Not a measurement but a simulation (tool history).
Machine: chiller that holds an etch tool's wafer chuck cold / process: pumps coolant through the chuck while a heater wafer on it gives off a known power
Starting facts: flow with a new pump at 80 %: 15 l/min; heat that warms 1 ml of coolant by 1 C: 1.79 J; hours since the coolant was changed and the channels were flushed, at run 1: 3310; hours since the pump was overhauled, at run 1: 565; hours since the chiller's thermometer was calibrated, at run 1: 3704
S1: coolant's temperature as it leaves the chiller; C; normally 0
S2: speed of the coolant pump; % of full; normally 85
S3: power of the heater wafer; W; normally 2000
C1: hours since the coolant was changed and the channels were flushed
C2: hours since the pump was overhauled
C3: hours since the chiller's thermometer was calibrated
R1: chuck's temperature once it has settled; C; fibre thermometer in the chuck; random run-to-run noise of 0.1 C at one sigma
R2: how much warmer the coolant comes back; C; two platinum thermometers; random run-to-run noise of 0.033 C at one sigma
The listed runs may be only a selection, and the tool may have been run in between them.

run    hour  S1  S2    S3    C1    C2    C3    R1    R2
  1     0.0   0  85  2000  3310   565  3704  22.0  4.18
  2   100.3   0  85  2000  3410   665  3804  21.9  4.20
  3   183.6   0  85  2000  3493   748  3887  22.0  4.21
  4   266.2   0  85  2000  3576   831  3970  22.2  4.22
  5   386.5   0  85  2000  3696   951  4090  22.0  4.18
  6   465.3   0  85  2000  3775  1030  4169  21.8  4.20
  7   587.8  -5  85  1112  3897  1152  4291   7.2  2.34
  8   698.1  -5  85  1112  4008  1263  4402   7.3  2.32
  9   843.5   2  84  2000  4153  1408  4547  24.1  4.29
 10   916.2   2  63  1468  4226  1481  4620  23.0  4.25
 11   983.5  -3  63  2509  4293  1548  4687  32.9  7.26
 12  1069.7   7  76  2000  4379  1634  4773  31.3  4.68

Alternative continuations, all from the tool just after run 12; predict every row:
  A  1144.1   8  99  2582  4454  1709  4848   ?   ?
  B  1144.1   1  82  1990  4454  1709  4848   ?   ?
  C  1144.1   0  85  1047  4454  1709  4848   ?   ?
  D  1144.1  -5  76  2000  4454  1709  4848   ?   ?

run    R1    R2
  A  32.8  4.59
  B  23.6  4.38
  C  11.5  2.19
  D  19.5  4.79
Had the tool no hidden state, the same runs would have come out as:
run    R1    R2
  A  32.8  4.59
  B  23.6  4.38
  C  11.5  2.19
  D  19.4  4.78
